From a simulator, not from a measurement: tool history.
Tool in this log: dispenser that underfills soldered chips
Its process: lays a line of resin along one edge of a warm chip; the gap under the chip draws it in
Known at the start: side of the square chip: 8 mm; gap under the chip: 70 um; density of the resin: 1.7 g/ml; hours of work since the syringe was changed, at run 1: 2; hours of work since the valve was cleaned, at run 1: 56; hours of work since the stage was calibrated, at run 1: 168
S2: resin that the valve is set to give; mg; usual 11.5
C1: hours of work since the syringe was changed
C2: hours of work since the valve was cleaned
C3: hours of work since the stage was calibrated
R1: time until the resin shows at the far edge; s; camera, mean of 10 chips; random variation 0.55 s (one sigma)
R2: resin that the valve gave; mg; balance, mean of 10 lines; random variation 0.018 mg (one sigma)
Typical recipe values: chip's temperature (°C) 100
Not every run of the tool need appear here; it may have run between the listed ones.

run 1 hour=0 | chip's_temperature_(°C)=100 S2=11.5 | C1=2 C2=56 C3=168 | R1=48.2 R2=11.17
-- hour=9.6 new syringe of resin
run 2 hour=9.8 | chip's_temperature_(°C)=100 S2=11.5 | C1=0 C2=63 C3=175 | R1=44.7 R2=11.1
-- hour=15 dispensing valve cleaned and set on the balance
run 3 hour=17.6 | chip's_temperature_(°C)=104 S2=11.5 | C1=5 C2=2 C3=179 | R1=46.3 R2=11.45
-- hour=24.1 new syringe of resin
run 4 hour=28.4 | chip's_temperature_(°C)=100 S2=11.5 | C1=3 C2=9 C3=186 | R1=49 R2=11.42
-- hour=37.3 new syringe of resin
run 5 hour=39.8 | chip's_temperature_(°C)=100 S2=11.5 | C1=2 C2=16 C3=194 | R1=47.4 R2=11.41
-- hour=50.5 new syringe of resin
run 6 hour=50.8 | chip's_temperature_(°C)=100 S2=11.5 | C1=0 C2=23 C3=201 | R1=46 R2=11.32
run 7 hour=56.9 | chip's_temperature_(°C)=100 S2=11.5 | C1=4 C2=27 C3=205 | R1=51.5 R2=11.34
-- hour=63.3 new syringe of resin
run 8 hour=63.3 | chip's_temperature_(°C)=100 S2=11.5 | C1=0 C2=31 C3=209 | R1=44.8 R2=11.28
run 9 hour=69.5 | chip's_temperature_(°C)=100 S2=11.5 | C1=4 C2=36 C3=213 | R1=49 R2=11.29
-- hour=76.2 new syringe of resin
run 10 hour=79.5 | chip's_temperature_(°C)=104 S2=11.5 | C1=2 C2=42 C3=220 | R1=44.1 R2=11.25
-- hour=89.8 new syringe of resin
run 11 hour=91.5 | chip's_temperature_(°C)=104 S2=11.5 | C1=1 C2=50 C3=228 | R1=42.2 R2=11.21
run 12 hour=100.2 | chip's_temperature_(°C)=100 S2=10.1 | C1=7 C2=56 C3=233 | R1=58.3 R2=9.8
-- hour=103.3 new syringe of resin
run 13 hour=107 | chip's_temperature_(°C)=100 S2=10.1 | C1=2 C2=60 C3=238 | R1=50.8 R2=9.8
run 14 hour=112.6 | chip's_temperature_(°C)=100 S2=10.1 | C1=6 C2=64 C3=241 | R1=56.2 R2=9.72
-- hour=115.2 dispensing valve cleaned and set on the balance
-- hour=117.2 new syringe of resin
run 15 hour=125.4 | chip's_temperature_(°C)=100 S2=11.5 | C1=5 C2=7 C3=249 | R1=53.3 R2=11.47
-- hour=130.3 new syringe of resin
run 16 hour=132.2 | chip's_temperature_(°C)=100 S2=11.5 | C1=1 C2=11 C3=253 | R1=47.7 R2=11.47
-- hour=143.1 new syringe of resin
run 17 hour=143.1 | chip's_temperature_(°C)=100 S2=11.5 | C1=0 C2=18 C3=261 | R1=46 R2=11.37
run 18 hour=148.5 | chip's_temperature_(°C)=100 S2=11.5 | C1=4 C2=22 C3=264 | R1=51.6 R2=11.38
run 19 hour=153.7 | chip's_temperature_(°C)=95 S2=11.7 | C1=7 C2=25 C3=268 | R1=63.3 R2=11.56
-- hour=156 new syringe of resin
run 20 hour=164.8 | chip's_temperature_(°C)=96 S2=14.5 | C1=6 C2=32 C3=275 | R1=58.3 R2=14.29
-- hour=169.2 new syringe of resin
run 21 hour=173.1 | chip's_temperature_(°C)=110 S2=10.4 | C1=3 C2=38 C3=280 | R1=38.5 R2=10.19
-- hour=182.1 new syringe of resin
run 22 hour=183 | chip's_temperature_(°C)=100 S2=11.7 | C1=1 C2=44 C3=287 | R1=44.4 R2=11.42
run 23 hour=191.9 | chip's_temperature_(°C)=92 S2=12.3 | C1=7 C2=50 C3=293 | R1=66.3 R2=11.97
-- hour=195.3 new syringe of resin
run 24 hour=200.2 | chip's_temperature_(°C)=100 S2=11.6 | C1=3 C2=55 C3=298 | R1=48.9 R2=11.26
-- hour=208.4 new syringe of resin
run 25 hour=210.3 | chip's_temperature_(°C)=100 S2=11.6 | C1=1 C2=62 C3=304 | R1=47.3 R2=11.22
-- hour=216 dispensing valve cleaned and set on the balance
run 26 hour=221 | chip's_temperature_(°C)=88 S2=11.5 | C1=8 C2=3 C3=311 | R1=77.6 R2=11.47
-- hour=222.8 new syringe of resin
run 27 hour=229.3 | chip's_temperature_(°C)=98 S2=10.7 | C1=4 C2=9 C3=316 | R1=53.3 R2=10.65
-- hour=235.9 new syringe of resin
run 28 hour=238.7 | chip's_temperature_(°C)=98 S2=10.7 | C1=2 C2=15 C3=322 | R1=50.8 R2=10.61
run 29 hour=248.1 | chip's_temperature_(°C)=108 S2=12.2 | C1=8 C2=21 C3=329 | R1=47.6 R2=12.08

Run 30 is up next; what results do you expect?
-- hour=249 new syringe of resin
run 30 hour=259 | chip's_temperature_(°C)=102 S2=12.6 | C1=7 C2=28 C3=336 | R1=? R2=?

{"run 30": {"R1": 51.3, "R2": 12.39}}
The same run, on a tool lacking any hidden state, would have yielded R1 42.9 s, R2 12.59 mg.
